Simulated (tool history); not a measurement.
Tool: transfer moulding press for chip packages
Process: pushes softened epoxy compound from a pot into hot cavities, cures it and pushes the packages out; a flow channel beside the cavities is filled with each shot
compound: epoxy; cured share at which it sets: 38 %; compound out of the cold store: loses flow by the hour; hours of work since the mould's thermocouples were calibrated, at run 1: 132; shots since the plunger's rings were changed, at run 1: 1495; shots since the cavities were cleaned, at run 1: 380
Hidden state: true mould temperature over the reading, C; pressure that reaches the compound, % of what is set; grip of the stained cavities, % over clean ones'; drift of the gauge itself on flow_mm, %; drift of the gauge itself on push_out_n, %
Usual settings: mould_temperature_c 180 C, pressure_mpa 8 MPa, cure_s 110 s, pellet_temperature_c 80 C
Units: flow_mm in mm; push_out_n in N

run   hour  mould_temperature_c  pressure_mpa  cure_s  pellet_temperature_c  hours of work since the mould's thermocouples were calibrated  shots since the plunger's rings were changed  shots since the cavities were cleaned  incoming compound's hours out of the cold store  flow_mm  push_out_n
  1      0                  180             8     110                    80                                                            132                                          1495                                    380                                             19.4     1011         438
  2     21                  175             8     110                    80                                                            145                                          1721                                    606                                             35.2      966         638
  3   37.3                  180             8     113                    80                                                            156                                          1896                                    781                                              9.2     1049         496
  4   48.6                  180             8     110                    80                                                            163                                          2018                                    903                                               29      959         514
      71.3  -- cavities cleaned with cleaning compound and waxed
  5   73.3                  180             8     110                    73                                                            177                                          2267                                     21                                             38.6      928         327
  6   83.3                  180             8     110                    73                                                            184                                          2376                                    130                                             11.4     1032         389
  7  102.1                  180             8     110                    73                                                            196                                          2577                                    331                                             40.2      924         419
     105.2  -- mould's thermocouples calibrated
  8  116.8                  180             8     110                    73                                                              7                                          2714                                    468                                             10.6     1026         488
  9  126.3                  180             8     132                    87                                                             13                                          2816                                    570                                             47.8      889         376
     144.1  -- mould's thermocouples calibrated, once more
 10  149.8                  181          7.53     107                    71                                                              4                                          3047                                    801                                             16.4      975         535
 11  168.3                  177          6.08      97                    80                                                             15                                          3247                                   1001                                               16      884         875
     181.2  -- cavities cleaned with cleaning compound and waxed
 12  183.9                  177          6.08      97                    80                                                             24                                          3398                                     29                                             36.7      815         522
 13  197.8                  180             8     110                    88                                                             33                                          3548                                    179                                               46      898         366
 14  218.9                  182          9.64     110                    83                                                             47                                          3775                                    406                                             39.2      995         387

Some steps in flow_mm between neighbouring runs. How much of each would the tool show without its hidden state too (settings, what came in, random variation), and how much is left for the hidden state, with any gauge scatter that isn't in both results?
Run 8 -> 9: cure_s 110 -> 132, pellet_temperature_c 73 -> 87. flow_mm -137 mm: hidden state +2, all else -139.
Run 9 -> 10: mould_temperature_c 180 -> 181, pressure_mpa 8 -> 7.53, cure_s 132 -> 107, pellet_temperature_c 87 -> 71, mould's thermocouples calibrated, once more. flow_mm +86 mm: hidden state -5, all else +91.

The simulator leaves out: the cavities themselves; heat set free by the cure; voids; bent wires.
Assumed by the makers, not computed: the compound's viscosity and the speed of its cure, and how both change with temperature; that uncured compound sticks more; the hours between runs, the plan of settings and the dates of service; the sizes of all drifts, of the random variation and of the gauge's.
